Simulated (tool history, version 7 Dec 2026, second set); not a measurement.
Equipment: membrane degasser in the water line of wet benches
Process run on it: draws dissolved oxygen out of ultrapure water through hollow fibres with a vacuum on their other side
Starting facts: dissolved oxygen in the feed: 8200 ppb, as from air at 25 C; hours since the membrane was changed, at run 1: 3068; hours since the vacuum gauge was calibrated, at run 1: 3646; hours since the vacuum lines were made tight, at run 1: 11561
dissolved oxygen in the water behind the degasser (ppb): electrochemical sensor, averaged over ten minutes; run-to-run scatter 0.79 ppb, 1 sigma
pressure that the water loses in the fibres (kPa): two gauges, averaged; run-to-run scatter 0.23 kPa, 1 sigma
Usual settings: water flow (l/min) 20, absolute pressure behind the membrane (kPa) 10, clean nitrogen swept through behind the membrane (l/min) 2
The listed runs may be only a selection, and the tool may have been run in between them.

| run | hour | water flow (l/min) | absolute pressure behind the membrane (kPa) | clean nitrogen swept through behind the membrane (l/min) | hours since the membrane was changed | hours since the vacuum gauge was calibrated | hours since the vacuum lines were made tight | dissolved oxygen in the water behind the degasser (ppb) | pressure that the water loses in the fibres (kPa) |
|---|---|---|---|---|---|---|---|---|---|
| 1 | 0 | 20 | 10 | 2 | 3068 | 3646 | 11561 | 161 | 57.66 |
| 2 | 152.1 | 20 | 10 | 3.83 | 3220 | 3798 | 11713 | 86.8 | 57.77 |
| 3 | 261 | 20 | 10 | 3.83 | 3329 | 3907 | 11822 | 88 | 57.64 |
|  | 390.6 | vacuum gauge calibrated |
| 4 | 467.9 | 20 | 10 | 2.18 | 3535 | 77 | 12029 | 148.1 | 58.18 |
| 5 | 607 | 20 | 10 | 2.18 | 3674 | 216 | 12168 | 149 | 57.58 |
|  | 707.6 | seals of the vacuum lines changed |
| 6 | 733.9 | 20 | 10 | 2.18 | 3799 | 341 | 26 | 148.4 | 57.96 |
| 7 | 930.3 | 20 | 10 | 2.18 | 3995 | 538 | 223 | 148.2 | 58.01 |
| 8 | 1074.7 | 20 | 10 | 2.18 | 4140 | 682 | 367 | 147.8 | 57.9 |
| 9 | 1176 | 17 | 7.9 | 4.28 | 4241 | 783 | 468 | 46.3 | 49.27 |
| 10 | 1289.8 | 17 | 7.9 | 4.28 | 4355 | 897 | 582 | 46.3 | 48.8 |
| 11 | 1457.2 | 16 | 6.7 | 1.69 | 4522 | 1065 | 750 | 78.1 | 45.95 |
| 12 | 1665.5 | 14 | 10 | 2 | 4731 | 1273 | 958 | 114.3 | 40.17 |
| 13 | 1822.9 | 14 | 10 | 2 | 4888 | 1430 | 1115 | 113.9 | 40.47 |

What if the next run were any one of these 3? Each begins from the tool's condition after run 13:
| A | 1935.9 | 29 | 15.3 | 1.65 | 5001 | 1543 | 1228 | ? | ? |
| B | 1935.9 | 14 | 12.8 | 2.49 | 5001 | 1543 | 1228 | ? | ? |
| C | 1935.9 | 17 | 7.7 | 2 | 5001 | 1543 | 1228 | ? | ? |

| run | dissolved oxygen in the water behind the degasser (ppb) | pressure that the water loses in the fibres (kPa) |
|---|---|---|
| A | 469.3 | 83.84 |
| B | 129.7 | 40.32 |
| C | 90.7 | 49.11 |
Without the tool's hidden state the same runs would have given:
| run | dissolved oxygen in the water behind the degasser (ppb) | pressure that the water loses in the fibres (kPa) |
|---|---|---|
| A | 469.2 | 83.8 |
| B | 129.6 | 40.31 |
| C | 90.7 | 49.09 |

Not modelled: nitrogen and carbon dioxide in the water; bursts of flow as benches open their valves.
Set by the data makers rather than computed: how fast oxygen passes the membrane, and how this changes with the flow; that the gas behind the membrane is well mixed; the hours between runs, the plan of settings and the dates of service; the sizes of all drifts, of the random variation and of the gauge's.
